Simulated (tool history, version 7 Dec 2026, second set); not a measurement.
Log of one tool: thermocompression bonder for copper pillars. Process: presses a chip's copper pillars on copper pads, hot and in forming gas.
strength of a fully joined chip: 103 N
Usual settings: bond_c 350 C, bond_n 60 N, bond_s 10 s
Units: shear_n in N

run,day,bond_c,bond_n,bond_s,shear_n
1,0.000,350,60,10,32.9
2,0.575,350,60,10,32.9
3,0.975,350,52,10,27.3
4,1.575,350,52,10,29.0
5,2.300,329,60,10,23.1
6,3.046,329,60,10,23.7
7,3.408,350,60,10,31.3
8,4.054,350,42,10,22.2
9,4.500,350,42,10,23.2
10,4.850,350,42,10,22.3
11,5.450,350,42,10,22.6
12,5.875,350,42,10,21.8
13,6.596,350,60,10,31.7
14,7.346,350,60,10,32.0
# day 7.538: forming gas filter changed
15,7.729,350,60,10,35.5
16,8.388,344,60,10,32.8
17,9.025,344,60,10,32.2
18,9.354,344,60,10,32.8
19,10.142,344,60,10,32.2
20,10.729,344,60,10,32.3
21,11.217,350,59,11,36.9
22,11.546,350,59,11,36.2
23,12.058,350,59,11,35.8
24,12.567,350,59,11,34.7
25,13.038,373,59,10,46.4
26,13.783,339,60,10,30.7
27,14.512,339,60,10,28.4
28,15.258,329,60,10,25.3
29,15.904,350,69,15,46.0
30,16.550,367,81,9,51.5
31,16.954,369,86,9,55.5
32,17.300,338,53,9,25.2
33,17.621,344,53,29,42.0
34,18.288,344,49,29,39.1
35,18.829,367,52,12,40.2
36,19.604,350,67,6,31.6
37,20.333,350,67,6,30.4
38,21.100,350,48,6,22.3
39,21.842,359,36,7,19.0

3 ways to go on from here, each from the tool as it stands after run 39. What would each give?
A,22.467,331,36,20,?
B,22.467,350,37,10,?
C,22.467,331,45,5,?

run,shear_n
A,22.0
B,20.1
C,13.9
Without the tool's hidden state the same runs would have given:
run,shear_n
A,23.9
B,21.9
C,15.2
